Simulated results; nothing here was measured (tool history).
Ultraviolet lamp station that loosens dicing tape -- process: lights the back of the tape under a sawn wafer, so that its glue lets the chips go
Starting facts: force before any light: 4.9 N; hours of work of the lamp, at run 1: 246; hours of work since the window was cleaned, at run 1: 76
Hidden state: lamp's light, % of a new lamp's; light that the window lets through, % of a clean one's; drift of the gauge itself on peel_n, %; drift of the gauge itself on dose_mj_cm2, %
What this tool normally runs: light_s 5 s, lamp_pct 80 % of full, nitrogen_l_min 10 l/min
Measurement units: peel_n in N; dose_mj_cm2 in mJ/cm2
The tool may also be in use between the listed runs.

run	hour	light_s	lamp_pct	nitrogen_l_min	hours of work of the lamp	hours of work since the window was cleaned	peel_n	dose_mj_cm2
1	0.0	5	80	10	246	76	0.374	408
2	17.1	5	80	10	259	90	0.400	403
3	35.9	5	80	10	274	104	0.380	390
4	48.5	5	80	4	283	114	0.578	388
5	68.6	5	80	4	299	129	0.596	374
6	88.1	5	80	4	314	145	0.632	373
7	100.4	5	60	10	323	154	0.723	271
8	110.9	5	60	10	332	162	0.725	267
9	126.7	5	60	10	344	174	0.735	267
10	142.9	5	66	10	356	187	0.672	288
11	157.4	4	66	10	368	198	0.926	224
12	165.9	4	66	10	374	205	0.973	220
# hour 179.3: window cleaned of glue's vapour
13	179.7	4	66	10	384	0	1.081	207
14	194.2	4	66	10	396	12	1.133	198
15	209.3	4	66	10	407	23	1.096	194
# hour 210.7: window cleaned of glue's vapour, once more
16	230.6	7	97	14	423	15	0.234	639
17	242.5	5	66	5	433	25	0.765	306
18	255.0	5	66	5	442	34	0.778	299
19	273.2	5	80	12	456	48	0.433	355
20	286.5	5	65	13	467	59	0.598	284
21	303.4	10	70	7	480	72	0.250	606
22	318.9	3	66	5	492	84	1.640	167
23	335.4	3	66	5	505	96	1.697	162
24	346.4	4	97	7	513	105	0.644	312
25	355.8	5	80	5	520	112	0.706	327
26	367.4	5	66	4	529	121	0.994	263
27	376.6	5	66	4	536	128	1.044	259
28	391.4	5	73	10	548	140	0.684	282
29	400.8	3	92	17	555	147	0.867	210

Pick out some run-to-run changes in peel_n. Of each, how much would a tool without hidden state show as well, from the settings, what came in and chance, and how much is left for the hidden state and any gauge scatter not in both results compared?
Run 15 -> 16: light_s 4 -> 7, lamp_pct 66 -> 97, nitrogen_l_min 10 -> 14, window cleaned of glue's vapour, once more. peel_n -0.862 N: hidden state -0.596, all else -0.266.
Run 21 -> 22: light_s 10 -> 3, lamp_pct 70 -> 66, nitrogen_l_min 7 -> 5. peel_n +1.390 N: hidden state +0.595, all else +0.795.
Run 23 -> 24: light_s 3 -> 4, lamp_pct 66 -> 97, nitrogen_l_min 5 -> 7. peel_n -1.053 N: hidden state -0.366, all else -0.687.

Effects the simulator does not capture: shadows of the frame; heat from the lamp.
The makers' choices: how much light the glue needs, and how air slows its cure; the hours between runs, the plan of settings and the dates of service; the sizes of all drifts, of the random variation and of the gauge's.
